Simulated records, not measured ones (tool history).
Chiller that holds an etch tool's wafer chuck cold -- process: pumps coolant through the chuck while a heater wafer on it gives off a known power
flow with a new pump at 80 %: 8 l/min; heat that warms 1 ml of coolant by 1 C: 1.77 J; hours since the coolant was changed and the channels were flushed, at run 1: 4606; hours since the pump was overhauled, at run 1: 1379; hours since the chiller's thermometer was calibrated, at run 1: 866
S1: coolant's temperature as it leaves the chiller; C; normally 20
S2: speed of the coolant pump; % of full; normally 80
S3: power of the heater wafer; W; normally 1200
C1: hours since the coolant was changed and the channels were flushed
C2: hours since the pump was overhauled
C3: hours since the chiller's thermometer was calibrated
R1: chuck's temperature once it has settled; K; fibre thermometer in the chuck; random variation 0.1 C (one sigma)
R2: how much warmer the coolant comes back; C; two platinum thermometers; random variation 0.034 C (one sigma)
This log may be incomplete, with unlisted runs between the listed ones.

| run | hour | S1 | S2 | S3 | C1 | C2 | C3 | R1 | R2 |
|---|---|---|---|---|---|---|---|---|---|
| 1 | 0.0 | 20 | 80 | 1200 | 4606 | 1379 | 866 | 304.95 | 5.13 |
| 2 | 60.4 | 20 | 80 | 1200 | 4667 | 1440 | 926 | 305.05 | 5.10 |
| 3 | 105.4 | 20 | 80 | 1200 | 4712 | 1485 | 971 | 305.15 | 5.09 |
| 4 | 154.8 | 20 | 80 | 1200 | 4761 | 1534 | 1020 | 305.15 | 5.04 |
| 5 | 181.1 | 20 | 80 | 1200 | 4787 | 1560 | 1047 | 305.15 | 5.14 |
| 6 | 206.3 | 20 | 80 | 1200 | 4813 | 1586 | 1072 | 305.25 | 5.12 |
| 7 | 241.9 | 20 | 80 | 1200 | 4848 | 1621 | 1107 | 304.95 | 5.08 |
| 8 | 274.7 | 20 | 80 | 1200 | 4881 | 1654 | 1140 | 304.85 | 5.07 |
| 9 | 304.3 | 20 | 80 | 1200 | 4911 | 1684 | 1170 | 304.95 | 5.12 |
| 10 | 355.8 | 20 | 80 | 1200 | 4962 | 1735 | 1221 | 305.15 | 5.07 |
| 11 | 399.5 | 20 | 80 | 1200 | 5006 | 1779 | 1265 | 305.05 | 5.12 |
| 12 | 433.6 | 20 | 80 | 1200 | 5040 | 1813 | 1299 | 305.05 | 5.12 |
| 13 | 490.4 | 20 | 80 | 1200 | 5097 | 1870 | 1356 | 305.05 | 5.14 |
| 14 | 520.3 | 20 | 80 | 1200 | 5127 | 1900 | 1386 | 305.05 | 5.12 |
| 15 | 554.7 | 21 | 80 | 1200 | 5161 | 1934 | 1420 | 305.95 | 5.15 |
| 16 | 600.3 | 21 | 80 | 1284 | 5207 | 1980 | 1466 | 306.95 | 5.40 |
| 17 | 630.8 | 26 | 80 | 771 | 5237 | 2010 | 1496 | 306.95 | 3.31 |
| 18 | 683.7 | 10 | 71 | 1200 | 5290 | 2063 | 1549 | 296.25 | 5.80 |
| 19 | 720.9 | 18 | 60 | 1404 | 5327 | 2100 | 1587 | 308.65 | 8.20 |
| 20 | 750.1 | 15 | 61 | 1653 | 5356 | 2129 | 1616 | 308.15 | 9.46 |
| 21 | 788.3 | 13 | 80 | 1355 | 5395 | 2168 | 1654 | 299.55 | 5.72 |
| 22 | 849.3 | 13 | 80 | 1355 | 5456 | 2229 | 1715 | 299.65 | 5.78 |
| 23 | 905.1 | 19 | 79 | 746 | 5511 | 2284 | 1771 | 299.45 | 3.20 |
| 24 | 933.9 | 19 | 79 | 746 | 5540 | 2313 | 1799 | 299.65 | 3.24 |
| 25 | 990.6 | 19 | 79 | 746 | 5597 | 2370 | 1856 | 299.85 | 3.17 |
| 26 | 1041.7 | 19 | 79 | 746 | 5648 | 2421 | 1907 | 299.65 | 3.26 |
| 27 | 1076.8 | 19 | 79 | 746 | 5683 | 2456 | 1942 | 299.75 | 3.22 |
| 28 | 1118.5 | 20 | 82 | 1200 | 5725 | 2498 | 1984 | 304.95 | 5.00 |
| 29 | 1164.5 | 14 | 80 | 1200 | 5771 | 2544 | 2030 | 299.05 | 5.13 |
| 30 | 1210.0 | 14 | 67 | 1200 | 5816 | 2589 | 2076 | 300.75 | 6.18 |
| 31 | 1265.2 | 14 | 96 | 1538 | 5872 | 2645 | 2131 | 300.45 | 5.34 |

Forecast each of these 5 alternatives for the next run:
| A | 1309.1 | 14 | 67 | 1538 | 5915 | 2688 | 2175 | ? | ? |
| B | 1309.1 | 14 | 76 | 1538 | 5915 | 2688 | 2175 | ? | ? |
| C | 1309.1 | 26 | 77 | 1093 | 5915 | 2688 | 2175 | ? | ? |
| D | 1309.1 | 19 | 66 | 1296 | 5915 | 2688 | 2175 | ? | ? |
| E | 1309.1 | 16 | 88 | 1113 | 5915 | 2688 | 2175 | ? | ? |

| run | R1 | R2 |
|---|---|---|
| A | 304.65 | 7.93 |
| B | 303.05 | 6.91 |
| C | 310.15 | 4.80 |
| D | 307.05 | 6.81 |
| E | 299.35 | 4.23 |
Without the tool's unlogged condition, the same runs would have read:
| run | R1 | R2 |
|---|---|---|
| A | 304.65 | 7.93 |
| B | 302.95 | 6.90 |
| C | 310.15 | 4.79 |
| D | 307.05 | 6.80 |
| E | 299.35 | 4.23 |
